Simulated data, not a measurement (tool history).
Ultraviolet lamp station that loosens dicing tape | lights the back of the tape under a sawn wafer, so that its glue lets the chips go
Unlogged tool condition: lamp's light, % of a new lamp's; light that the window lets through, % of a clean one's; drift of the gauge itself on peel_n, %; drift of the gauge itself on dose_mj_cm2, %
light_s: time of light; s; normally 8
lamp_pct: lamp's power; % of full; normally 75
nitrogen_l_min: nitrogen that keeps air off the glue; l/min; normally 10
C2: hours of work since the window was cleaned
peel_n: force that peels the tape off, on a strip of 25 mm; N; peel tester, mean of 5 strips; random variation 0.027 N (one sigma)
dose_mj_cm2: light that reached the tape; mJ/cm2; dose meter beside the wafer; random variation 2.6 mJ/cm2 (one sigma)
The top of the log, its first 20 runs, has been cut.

{"run": 21, "hour": 667.7, "light_s": 11, "lamp_pct": 77, "nitrogen_l_min": 4, "hours of work of the lamp": 546, "C2": 98, "peel_n": 3.485, "dose_mj_cm2": 270}
{"run": 22, "hour": 703.2, "light_s": 12, "lamp_pct": 70, "nitrogen_l_min": 17, "hours of work of the lamp": 568, "C2": 120, "peel_n": 1.585, "dose_mj_cm2": 263}
{"run": 23, "hour": 733.9, "light_s": 8, "lamp_pct": 99, "nitrogen_l_min": 5, "hours of work of the lamp": 587, "C2": 139, "peel_n": 3.473, "dose_mj_cm2": 245}
{"run": 24, "hour": 756.7, "light_s": 8, "lamp_pct": 62, "nitrogen_l_min": 15, "hours of work of the lamp": 602, "C2": 153, "peel_n": 3.829, "dose_mj_cm2": 151}
{"hour": 764.2, "done": "window cleaned of glue's vapour, once more"}
{"run": 25, "hour": 798.6, "light_s": 8, "lamp_pct": 62, "nitrogen_l_min": 15, "hours of work of the lamp": 627, "C2": 21, "peel_n": 2.622, "dose_mj_cm2": 204}
{"run": 26, "hour": 831.9, "light_s": 8, "lamp_pct": 62, "nitrogen_l_min": 15, "hours of work of the lamp": 648, "C2": 42, "peel_n": 2.615, "dose_mj_cm2": 196}
{"run": 27, "hour": 853.2, "light_s": 5, "lamp_pct": 75, "nitrogen_l_min": 10, "hours of work of the lamp": 661, "C2": 55, "peel_n": 4.374, "dose_mj_cm2": 153}
{"run": 28, "hour": 883.2, "light_s": 5, "lamp_pct": 75, "nitrogen_l_min": 10, "hours of work of the lamp": 680, "C2": 74, "peel_n": 4.32, "dose_mj_cm2": 147}
{"run": 29, "hour": 914.1, "light_s": 8, "lamp_pct": 67, "nitrogen_l_min": 20, "hours of work of the lamp": 699, "C2": 93, "peel_n": 2.33, "dose_mj_cm2": 203}
{"hour": 951.2, "done": "lamp changed"}
{"run": 30, "hour": 953.4, "light_s": 6, "lamp_pct": 63, "nitrogen_l_min": 15, "hours of work of the lamp": 1, "C2": 117, "peel_n": 2.447, "dose_mj_cm2": 208}
{"run": 31, "hour": 980.2, "light_s": 7, "lamp_pct": 75, "nitrogen_l_min": 10, "hours of work of the lamp": 18, "C2": 133, "peel_n": 1.981, "dose_mj_cm2": 280}
{"run": 32, "hour": 1017.1, "light_s": 7, "lamp_pct": 75, "nitrogen_l_min": 10, "hours of work of the lamp": 41, "C2": 156, "peel_n": 2.016, "dose_mj_cm2": 276}

What if the next run were any one of these 3? Each begins from the tool's condition after run 32:
{"run": "A", "hour": 1061.0, "light_s": 12, "lamp_pct": 75, "nitrogen_l_min": 10, "hours of work of the lamp": 68, "C2": 183, "peel_n": "?", "dose_mj_cm2": "?"}
{"run": "B", "hour": 1061.0, "light_s": 12, "lamp_pct": 65, "nitrogen_l_min": 10, "hours of work of the lamp": 68, "C2": 183, "peel_n": "?", "dose_mj_cm2": "?"}
{"run": "C", "hour": 1061.0, "light_s": 7, "lamp_pct": 86, "nitrogen_l_min": 10, "hours of work of the lamp": 68, "C2": 183, "peel_n": "?", "dose_mj_cm2": "?"}

run=A peel_n=0.700 dose_mj_cm2=461
run=B peel_n=1.003 dose_mj_cm2=396
run=C peel_n=1.666 dose_mj_cm2=306
With no hidden state in the tool, these same runs would have given:
run=A peel_n=0.535 dose_mj_cm2=520
run=B peel_n=0.774 dose_mj_cm2=447
run=C peel_n=1.333 dose_mj_cm2=345
